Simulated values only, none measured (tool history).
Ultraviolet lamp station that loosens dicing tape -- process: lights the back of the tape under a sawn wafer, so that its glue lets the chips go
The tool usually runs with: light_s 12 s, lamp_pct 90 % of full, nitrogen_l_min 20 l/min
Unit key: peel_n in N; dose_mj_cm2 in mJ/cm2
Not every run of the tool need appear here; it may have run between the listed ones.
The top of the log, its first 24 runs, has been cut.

run 25 day=25.479 | light_s=7 lamp_pct=64 nitrogen_l_min=20 | peel_n=1.076 dose_mj_cm2=87
run 26 day=26.225 | light_s=8 lamp_pct=70 nitrogen_l_min=20 | peel_n=0.789 dose_mj_cm2=108
run 27 day=26.812 | light_s=8 lamp_pct=70 nitrogen_l_min=20 | peel_n=0.796 dose_mj_cm2=104
run 28 day=27.871 | light_s=12 lamp_pct=96 nitrogen_l_min=20 | peel_n=0.221 dose_mj_cm2=224
run 29 day=28.725 | light_s=12 lamp_pct=96 nitrogen_l_min=16 | peel_n=0.265 dose_mj_cm2=212
run 30 day=29.462 | light_s=12 lamp_pct=82 nitrogen_l_min=6 | peel_n=0.652 dose_mj_cm2=185
run 31 day=30.342 | light_s=18 lamp_pct=66 nitrogen_l_min=13 | peel_n=0.296 dose_mj_cm2=217
run 32 day=31.017 | light_s=21 lamp_pct=95 nitrogen_l_min=20 | peel_n=0.128 dose_mj_cm2=362
run 33 day=32.375 | light_s=13 lamp_pct=88 nitrogen_l_min=20 | peel_n=0.261 dose_mj_cm2=200
run 34 day=33.204 | light_s=7 lamp_pct=75 nitrogen_l_min=20 | peel_n=1.038 dose_mj_cm2=91
run 35 day=34.304 | light_s=7 lamp_pct=72 nitrogen_l_min=38 | peel_n=0.891 dose_mj_cm2=88
run 36 day=35.658 | light_s=14 lamp_pct=90 nitrogen_l_min=22 | peel_n=0.228 dose_mj_cm2=215
run 37 day=36.546 | light_s=14 lamp_pct=90 nitrogen_l_min=22 | peel_n=0.221 dose_mj_cm2=215

Consider 4 possible next runs. They are alternatives, not a sequence: every one starts from the tool as it was left by run 37. What does each give?
run A day=37.446 | light_s=16 lamp_pct=97 nitrogen_l_min=36 | peel_n=? dose_mj_cm2=?
run B day=37.446 | light_s=14 lamp_pct=90 nitrogen_l_min=17 | peel_n=? dose_mj_cm2=?
run C day=37.446 | light_s=12 lamp_pct=90 nitrogen_l_min=9 | peel_n=? dose_mj_cm2=?
run D day=37.446 | light_s=12 lamp_pct=66 nitrogen_l_min=20 | peel_n=? dose_mj_cm2=?

run=A peel_n=0.147 dose_mj_cm2=258
run=B peel_n=0.272 dose_mj_cm2=208
run=C peel_n=0.528 dose_mj_cm2=178
run=D peel_n=0.591 dose_mj_cm2=131
Without the tool's hidden state the same runs would have given:
run=A peel_n=0.121 dose_mj_cm2=395
run=B peel_n=0.149 dose_mj_cm2=318
run=C peel_n=0.24 dose_mj_cm2=273
run=D peel_n=0.269 dose_mj_cm2=200

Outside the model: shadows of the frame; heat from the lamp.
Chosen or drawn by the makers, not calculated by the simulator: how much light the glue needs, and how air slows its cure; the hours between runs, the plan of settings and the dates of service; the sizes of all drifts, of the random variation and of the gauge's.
